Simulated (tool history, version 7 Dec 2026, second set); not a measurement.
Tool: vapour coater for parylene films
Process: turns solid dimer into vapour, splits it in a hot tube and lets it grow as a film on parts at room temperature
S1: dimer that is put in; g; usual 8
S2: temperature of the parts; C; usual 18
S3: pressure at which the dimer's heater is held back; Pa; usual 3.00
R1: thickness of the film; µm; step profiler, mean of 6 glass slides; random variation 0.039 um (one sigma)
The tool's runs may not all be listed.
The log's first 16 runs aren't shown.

{"run": 17, "hour": 173.6, "S1": 9, "S2": 18, "S3": 3.0, "R1": 5.4}
{"run": 18, "hour": 187.2, "S1": 9, "S2": 18, "S3": 3.0, "R1": 5.51}
{"run": 19, "hour": 196.9, "S1": 7, "S2": 19, "S3": 7.64, "R1": 3.48}
{"run": 20, "hour": 209.2, "S1": 5, "S2": 17, "S3": 3.0, "R1": 3.13}
{"run": 21, "hour": 220.7, "S1": 6, "S2": 24, "S3": 4.45, "R1": 2.69}
{"run": 22, "hour": 233.5, "S1": 6, "S2": 18, "S3": 3.66, "R1": 3.53}
{"run": 23, "hour": 241.3, "S1": 6, "S2": 18, "S3": 3.66, "R1": 3.52}
{"run": 24, "hour": 251.6, "S1": 6, "S2": 11, "S3": 6.93, "R1": 4.1}
{"run": 25, "hour": 258.5, "S1": 6, "S2": 11, "S3": 6.93, "R1": 4.1}
{"run": 26, "hour": 267.1, "S1": 8, "S2": 18, "S3": 8.03, "R1": 4.03}
{"hour": 277.5, "done": "trap's valve overhauled"}
{"run": 27, "hour": 283.6, "S1": 8, "S2": 11, "S3": 6.89, "R1": 5.44}
{"run": 28, "hour": 291.8, "S1": 8, "S2": 11, "S3": 6.89, "R1": 5.49}
{"run": 29, "hour": 304.5, "S1": 8, "S2": 11, "S3": 6.89, "R1": 5.48}

The next listed run, before its measurement:
{"run": 30, "hour": 318.9, "S1": 8, "S2": 14, "S3": 2.35, "R1": "?"}

Run 30 gave R1 6.03 µm.
Without the tool's hidden state the same run would have given R1 6.03 µm.
